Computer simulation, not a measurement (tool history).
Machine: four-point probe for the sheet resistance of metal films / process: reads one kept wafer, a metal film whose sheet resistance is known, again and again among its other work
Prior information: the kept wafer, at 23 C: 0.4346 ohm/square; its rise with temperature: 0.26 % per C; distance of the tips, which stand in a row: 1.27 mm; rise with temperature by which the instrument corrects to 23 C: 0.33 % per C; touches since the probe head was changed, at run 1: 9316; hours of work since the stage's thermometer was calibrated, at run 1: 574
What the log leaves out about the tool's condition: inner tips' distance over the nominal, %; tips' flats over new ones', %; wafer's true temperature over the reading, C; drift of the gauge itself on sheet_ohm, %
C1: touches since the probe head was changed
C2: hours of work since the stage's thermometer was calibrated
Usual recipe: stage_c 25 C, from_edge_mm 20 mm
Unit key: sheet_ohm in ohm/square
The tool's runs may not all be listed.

run 1 day=0.000 | stage_c=25 from_edge_mm=20 | C1=9316 C2=574 | sheet_ohm=0.435863
run 2 day=0.817 | stage_c=25 from_edge_mm=20 | C1=10183 C2=585 | sheet_ohm=0.435873
run 3 day=1.571 | stage_c=25 from_edge_mm=20 | C1=10983 C2=596 | sheet_ohm=0.435869
run 4 day=2.512 | stage_c=25 from_edge_mm=20 | C1=11983 C2=609 | sheet_ohm=0.435879
run 5 day=3.442 | stage_c=25 from_edge_mm=20 | C1=12970 C2=622 | sheet_ohm=0.435844
run 6 day=4.308 | stage_c=25 from_edge_mm=20 | C1=13892 C2=634 | sheet_ohm=0.435978
run 7 day=5.050 | stage_c=25 from_edge_mm=20 | C1=14682 C2=645 | sheet_ohm=0.435947
run 8 day=5.879 | stage_c=25 from_edge_mm=20 | C1=15563 C2=656 | sheet_ohm=0.436038
run 9 day=6.838 | stage_c=25 from_edge_mm=20 | C1=16578 C2=670 | sheet_ohm=0.436001
run 10 day=7.517 | stage_c=25 from_edge_mm=20 | C1=17299 C2=679 | sheet_ohm=0.435940
run 11 day=8.208 | stage_c=25 from_edge_mm=4 | C1=18036 C2=689 | sheet_ohm=0.457275
run 12 day=9.096 | stage_c=25 from_edge_mm=4 | C1=18976 C2=702 | sheet_ohm=0.457321
run 13 day=9.925 | stage_c=25 from_edge_mm=4 | C1=19858 C2=713 | sheet_ohm=0.457388
run 14 day=10.425 | stage_c=28 from_edge_mm=20 | C1=20392 C2=720 | sheet_ohm=0.435145
run 15 day=11.383 | stage_c=28 from_edge_mm=20 | C1=21407 C2=734 | sheet_ohm=0.435076
run 16 day=12.308 | stage_c=28 from_edge_mm=20 | C1=22392 C2=747 | sheet_ohm=0.434947
run 17 day=13.283 | stage_c=25 from_edge_mm=20 | C1=23425 C2=761 | sheet_ohm=0.436051
run 18 day=14.200 | stage_c=25 from_edge_mm=20 | C1=24398 C2=773 | sheet_ohm=0.436048
run 19 day=15.038 | stage_c=25 from_edge_mm=20 | C1=25288 C2=785 | sheet_ohm=0.436083
run 20 day=15.433 | stage_c=25 from_edge_mm=20 | C1=25712 C2=791 | sheet_ohm=0.436288
run 21 day=16.033 | stage_c=25 from_edge_mm=20 | C1=26350 C2=799 | sheet_ohm=0.436213
run 22 day=16.683 | stage_c=21 from_edge_mm=4 | C1=27037 C2=808 | sheet_ohm=0.458823
run 23 day=17.467 | stage_c=25 from_edge_mm=8 | C1=27869 C2=819 | sheet_ohm=0.440982
run 24 day=18.108 | stage_c=29 from_edge_mm=55 | C1=28554 C2=829 | sheet_ohm=0.434224
run 25 day=18.975 | stage_c=29 from_edge_mm=55 | C1=29475 C2=841 | sheet_ohm=0.434118
run 26 day=19.525 | stage_c=29 from_edge_mm=55 | C1=30055 C2=848 | sheet_ohm=0.434189
run 27 day=20.300 | stage_c=23 from_edge_mm=15 | C1=30879 C2=859 | sheet_ohm=0.437718
run 28 day=21.046 | stage_c=25 from_edge_mm=55 | C1=31672 C2=870 | sheet_ohm=0.435570
run 29 day=21.638 | stage_c=20 from_edge_mm=3 | C1=32303 C2=878 | sheet_ohm=0.475110
run 30 day=22.288 | stage_c=20 from_edge_mm=3 | C1=32992 C2=887 | sheet_ohm=0.474956
run 31 day=23.054 | stage_c=27 from_edge_mm=7 | C1=33807 C2=898 | sheet_ohm=0.442436
run 32 day=23.788 | stage_c=32 from_edge_mm=27 | C1=34583 C2=908 | sheet_ohm=0.433635
run 33 day=24.617 | stage_c=33 from_edge_mm=71 | C1=35465 C2=920 | sheet_ohm=0.433056
run 34 day=25.500 | stage_c=33 from_edge_mm=71 | C1=36405 C2=933 | sheet_ohm=0.433016
run 35 day=26.188 | stage_c=19 from_edge_mm=30 | C1=37133 C2=942 | sheet_ohm=0.437706
run 36 day=26.617 | stage_c=19 from_edge_mm=41 | C1=37592 C2=948 | sheet_ohm=0.437639
run 37 day=27.362 | stage_c=23 from_edge_mm=66 | C1=38383 C2=959 | sheet_ohm=0.436275
run 38 day=27.888 | stage_c=25 from_edge_mm=29 | C1=38942 C2=966 | sheet_ohm=0.435850
run 39 day=28.875 | stage_c=29 from_edge_mm=8 | C1=39988 C2=980 | sheet_ohm=0.440102
run 40 day=29.350 | stage_c=29 from_edge_mm=8 | C1=40494 C2=987 | sheet_ohm=0.439814
run 41 day=30.271 | stage_c=29 from_edge_mm=8 | C1=41472 C2=1000 | sheet_ohm=0.440111

Measured less the same run without the tool's hidden state. The same run-to-run variation is in both; the gauge's scatter may not be:
run=1 sheet_ohm=+0.000940
run=2 sheet_ohm=+0.000957
run=3 sheet_ohm=+0.000972
run=4 sheet_ohm=+0.000989
run=5 sheet_ohm=+0.001009
run=6 sheet_ohm=+0.001025
run=7 sheet_ohm=+0.001043
run=8 sheet_ohm=+0.001061
run=9 sheet_ohm=+0.001082
run=10 sheet_ohm=+0.001096
run=11 sheet_ohm=+0.001160
run=12 sheet_ohm=+0.001178
run=13 sheet_ohm=+0.001197
run=14 sheet_ohm=+0.001156
run=15 sheet_ohm=+0.001175
run=16 sheet_ohm=+0.001192
run=17 sheet_ohm=+0.001215
run=18 sheet_ohm=+0.001232
run=19 sheet_ohm=+0.001250
run=20 sheet_ohm=+0.001257
run=21 sheet_ohm=+0.001269
run=22 sheet_ohm=+0.001342
run=23 sheet_ohm=+0.001313
run=24 sheet_ohm=+0.001310
run=25 sheet_ohm=+0.001329
run=26 sheet_ohm=+0.001340
run=27 sheet_ohm=+0.001362
run=28 sheet_ohm=+0.001372
run=29 sheet_ohm=+0.001493
run=30 sheet_ohm=+0.001508
run=31 sheet_ohm=+0.001433
run=32 sheet_ohm=+0.001426
run=33 sheet_ohm=+0.001441
run=34 sheet_ohm=+0.001458
run=35 sheet_ohm=+0.001479
run=36 sheet_ohm=+0.001487
run=37 sheet_ohm=+0.001500
run=38 sheet_ohm=+0.001510
run=39 sheet_ohm=+0.001547
run=40 sheet_ohm=+0.001555
run=41 sheet_ohm=+0.001574

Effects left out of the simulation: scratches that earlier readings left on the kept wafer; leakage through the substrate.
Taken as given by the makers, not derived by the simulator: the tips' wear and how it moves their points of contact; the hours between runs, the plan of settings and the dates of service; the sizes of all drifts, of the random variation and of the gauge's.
